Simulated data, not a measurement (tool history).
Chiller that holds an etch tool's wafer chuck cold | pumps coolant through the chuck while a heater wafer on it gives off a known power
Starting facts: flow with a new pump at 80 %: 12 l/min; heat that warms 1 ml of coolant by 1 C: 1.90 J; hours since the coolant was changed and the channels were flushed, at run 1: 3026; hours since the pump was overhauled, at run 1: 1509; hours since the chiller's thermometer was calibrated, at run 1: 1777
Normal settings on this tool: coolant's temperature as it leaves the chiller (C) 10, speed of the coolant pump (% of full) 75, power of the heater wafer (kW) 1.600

run     day  coolant's temperature as it leaves the chiller (C)  speed of the coolant pump (% of full)  power of the heater wafer (kW)  hours since the coolant was changed and the channels were flushed  hours since the pump was overhauled  hours since the chiller's thermometer was calibrated  chuck's temperature once it has settled (C)  how much warmer the coolant comes back (C)
  1   0.000                                                  10                                     75                           1.600                                                               3026                                 1509                                                  1777                                         22.0                                        4.74
  2   0.775                                                  10                                     75                           1.600                                                               3044                                 1527                                                  1796                                         22.1                                        4.76
  3   1.771                                                  10                                     75                           1.600                                                               3068                                 1551                                                  1820                                         22.2                                        4.68
  4   2.996                                                  10                                     75                           1.600                                                               3098                                 1581                                                  1849                                         22.1                                        4.69
  5   4.362                                                  10                                     75                           2.072                                                               3131                                 1613                                                  1882                                         25.7                                        6.13
  6   5.133                                                  10                                     75                           2.072                                                               3149                                 1632                                                  1900                                         25.6                                        6.08
  7   6.146                                                  10                                     64                           1.600                                                               3173                                 1656                                                  1925                                         24.1                                        5.61
  8   7.579                                                  10                                     75                           1.600                                                               3208                                 1691                                                  1959                                         21.9                                        4.64
  9   8.362                                                  13                                     75                           1.600                                                               3227                                 1709                                                  1978                                         25.2                                        4.68
 10   9.746                                                  13                                     75                           1.600                                                               3260                                 1743                                                  2011                                         25.1                                        4.74
 11  11.121                                                  13                                     75                           1.600                                                               3293                                 1776                                                  2044                                         25.2                                        4.69
 12  11.912                                                  13                                     75                           1.600                                                               3312                                 1795                                                  2063                                         25.4                                        4.79
     12.312  -- chiller's thermometer calibrated
 13  13.067                                                   4                                     75                           1.363                                                               3339                                 1821                                                    18                                         14.6                                        4.00
 14  14.521                                                   4                                     77                           1.363                                                               3373                                 1856                                                    53                                         14.3                                        3.88
 15  15.492                                                   3                                     63                           0.926                                                               3397                                 1879                                                    76                                         11.3                                        3.33
 16  16.883                                                  10                                     75                           1.772                                                               3430                                 1913                                                   110                                         23.7                                        5.29
 17  17.833                                                  10                                     75                           1.772                                                               3453                                 1936                                                   133                                         23.9                                        5.23
 18  18.604                                                   1                                     75                           1.228                                                               3471                                 1954                                                   151                                         10.6                                        3.63
 19  19.533                                                   4                                     75                           0.856                                                               3494                                 1976                                                   173                                         10.7                                        2.55
 20  21.079                                                  16                                     98                           1.710                                                               3531                                 2014                                                   210                                         26.5                                        3.72
 21  22.104                                                  10                                     87                           0.925                                                               3555                                 2038                                                   235                                         16.5                                        2.33
 22  23.025                                                  10                                     72                           2.000                                                               3578                                 2060                                                   257                                         26.0                                        6.15

Here are 5 independent what-if runs from the current tool condition. What would each one return?
  A  23.812                                                  12                                     65                           1.746                                                               3596                                 2079                                                   276                                            ?                                           ?
  B  23.812                                                  10                                     99                           1.600                                                               3596                                 2079                                                   276                                            ?                                           ?
  C  23.812                                                  12                                     75                           1.600                                                               3596                                 2079                                                   276                                            ?                                           ?
  D  23.812                                                  10                                     72                           1.790                                                               3596                                 2079                                                   276                                            ?                                           ?
  E  23.812                                                  18                                     75                           1.320                                                               3596                                 2079                                                   276                                            ?                                           ?

run  chuck's temperature once it has settled (C)  how much warmer the coolant comes back (C)
  A                                         27.7                                        6.11
  B                                         19.8                                        3.44
  C                                         24.4                                        4.73
  D                                         24.5                                        5.57
  E                                         28.4                                        3.94
What these runs would have given with no unlogged condition in the tool:
run  chuck's temperature once it has settled (C)  how much warmer the coolant comes back (C)
  A                                         25.3                                        5.82
  B                                         18.3                                        3.27
  C                                         22.5                                        4.50
  D                                         22.3                                        5.30
  E                                         26.8                                        3.75
